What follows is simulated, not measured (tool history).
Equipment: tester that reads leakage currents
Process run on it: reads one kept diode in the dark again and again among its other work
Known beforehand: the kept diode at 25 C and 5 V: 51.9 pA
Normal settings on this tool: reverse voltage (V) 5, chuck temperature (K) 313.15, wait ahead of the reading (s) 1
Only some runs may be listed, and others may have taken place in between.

run     day  reverse voltage (V)  chuck temperature (K)  wait ahead of the reading (s)  current that the tester gives (pA)
  1       0                    5                 313.15                              1                              162.76
  2   1.183                    5                 313.15                              1                              161.76
  3   2.192                    5                 313.15                              1                              162.99
  4   4.358                 1.99                 313.15                              1                              101.57
  5   6.304                 1.99                 313.15                              1                              102.67
  6   7.912                 1.99                 313.15                              1                              102.26
  7   9.896                 1.99                 313.15                              1                              102.31
  8  11.058                    5                 306.15                              1                               97.09
  9    12.7                 2.59                 306.15                              1                               69.42
 10  13.833                 2.59                 306.15                           1.69                               69.42
 11  16.296                    5                 299.15                            3.1                               57.74
     16.571  -- chuck's temperature calibrated
 12  18.842                    5                 303.15                           8.23                               76.32
 13  20.067                    5                 313.15                           0.35                              160.19
 14  21.879                 6.73                 313.15                           8.29                              185.62
     22.604  -- chuck's temperature calibrated, once more
 15  23.933                 7.13                 313.15                            1.1                              208.23
 16  26.092                14.53                 296.15                              1                               92.96
 17  28.229                 1.43                 313.15                           1.39                               91.27

Predict each of these 4 candidate next runs independently; none follows another, all start after run 17:
  A  29.325                 1.43                 302.15                           0.37                                   ?
  B  29.325                 1.43                 297.15                           1.39                                   ?
  C  29.325                    5                 302.15                           2.56                                   ?
  D  29.325                    5                 322.15                              7                                   ?

run  current that the tester gives (pA)
  A                               40.64
  B                               27.72
  C                                77.9
  D                              323.26
Stripped of hidden state, with their random variation kept, the same runs would have yielded:
run  current that the tester gives (pA)
  A                               38.81
  B                               25.92
  C                               71.68
  D                              316.42
